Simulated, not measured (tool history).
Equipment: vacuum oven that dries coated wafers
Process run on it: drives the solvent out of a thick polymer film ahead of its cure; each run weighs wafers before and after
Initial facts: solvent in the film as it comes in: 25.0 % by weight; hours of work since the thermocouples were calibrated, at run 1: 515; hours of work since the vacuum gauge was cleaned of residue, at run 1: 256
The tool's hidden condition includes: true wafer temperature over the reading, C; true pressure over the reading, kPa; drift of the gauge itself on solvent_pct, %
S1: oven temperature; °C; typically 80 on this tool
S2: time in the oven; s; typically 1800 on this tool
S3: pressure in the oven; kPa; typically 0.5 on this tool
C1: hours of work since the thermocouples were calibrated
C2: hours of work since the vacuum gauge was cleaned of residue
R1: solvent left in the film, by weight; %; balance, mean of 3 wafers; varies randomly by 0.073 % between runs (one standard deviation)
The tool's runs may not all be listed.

| run | hour | S1 | S2 | S3 | C1 | C2 | R1 |
|---|---|---|---|---|---|---|---|
| 1 | 0 | 80 | 1800 | 0.5 | 515 | 256 | 6.06 |
| 2 | 48.6 | 80 | 1800 | 0.5 | 535 | 276 | 5.93 |
| 3 | 125.9 | 80 | 1800 | 0.5 | 567 | 308 | 6.12 |
| 4 | 176.8 | 80 | 1800 | 0.5 | 589 | 330 | 5.99 |
| 5 | 235.7 | 80 | 1800 | 0.5 | 613 | 354 | 6.05 |
| 6 | 317.1 | 80 | 1800 | 0.5 | 647 | 388 | 6.08 |
| 7 | 416.7 | 67 | 1800 | 0.5 | 688 | 429 | 12.91 |
| 8 | 511 | 67 | 1800 | 0.5 | 727 | 468 | 12.98 |
| 9 | 597.6 | 80 | 1800 | 0.5 | 763 | 504 | 6.21 |
| 10 | 708.7 | 80 | 1800 | 0.5 | 810 | 551 | 6.3 |
| 11 | 812.3 | 80 | 1800 | 0.5 | 853 | 594 | 6.46 |
| 12 | 887.1 | 80 | 1800 | 0.832 | 884 | 625 | 6.5 |
| 13 | 984.6 | 80 | 1800 | 0.832 | 924 | 665 | 6.51 |
| 14 | 1058.3 | 80 | 1800 | 0.832 | 955 | 696 | 6.49 |
| 15 | 1133.6 | 79 | 1800 | 0.5 | 986 | 727 | 7.12 |
| 16 | 1225.6 | 92 | 1800 | 0.5 | 1024 | 765 | 1.6 |
| 17 | 1284.6 | 86 | 960 | 0.5 | 1049 | 790 | 7.99 |
| 18 | 1351.9 | 78 | 2040 | 0.337 | 1077 | 818 | 6.65 |
| 19 | 1400.1 | 90 | 2400 | 0.391 | 1097 | 838 | 1.14 |
| 20 | 1484.1 | 90 | 2400 | 0.391 | 1132 | 873 | 1.19 |
| 21 | 1577.8 | 90 | 2400 | 0.391 | 1171 | 912 | 1.28 |
| 22 | 1638.2 | 79 | 1080 | 1.105 | 1196 | 937 | 11.25 |
| 23 | 1701 | 82 | 1800 | 1.735 | 1222 | 963 | 6.31 |
| 24 | 1805.5 | 80 | 1260 | 0.5 | 1265 | 1006 | 9.61 |
| 25 | 1904.2 | 80 | 960 | 1.341 | 1306 | 1047 | 11.44 |
| 26 | 2000 | 80 | 960 | 1.341 | 1346 | 1087 | 11.68 |
| 27 | 2091.3 | 79 | 1080 | 0.882 | 1384 | 1125 | 11.3 |
| 28 | 2194.9 | 80 | 1320 | 1.351 | 1427 | 1168 | 9.73 |

Hidden state or all else? Some run-to-run changes of R1, split into what the settings, what came in and random variation would give without the hidden state, and what is left for the hidden state (with any gauge scatter that isn't in both results):
Run 6 -> 7: S1 80 -> 67. R1 +6.83 %: hidden state +0, all else +6.83.
Run 18 -> 19: S1 78 -> 90, S2 2040 -> 2400, S3 0.337 -> 0.391. R1 -5.51 %: hidden state -0.79, all else -4.72.
Run 21 -> 22: S1 90 -> 79, S2 2400 -> 1080, S3 0.391 -> 1.105. R1 +9.97 %: hidden state +0.83, all else +9.14.
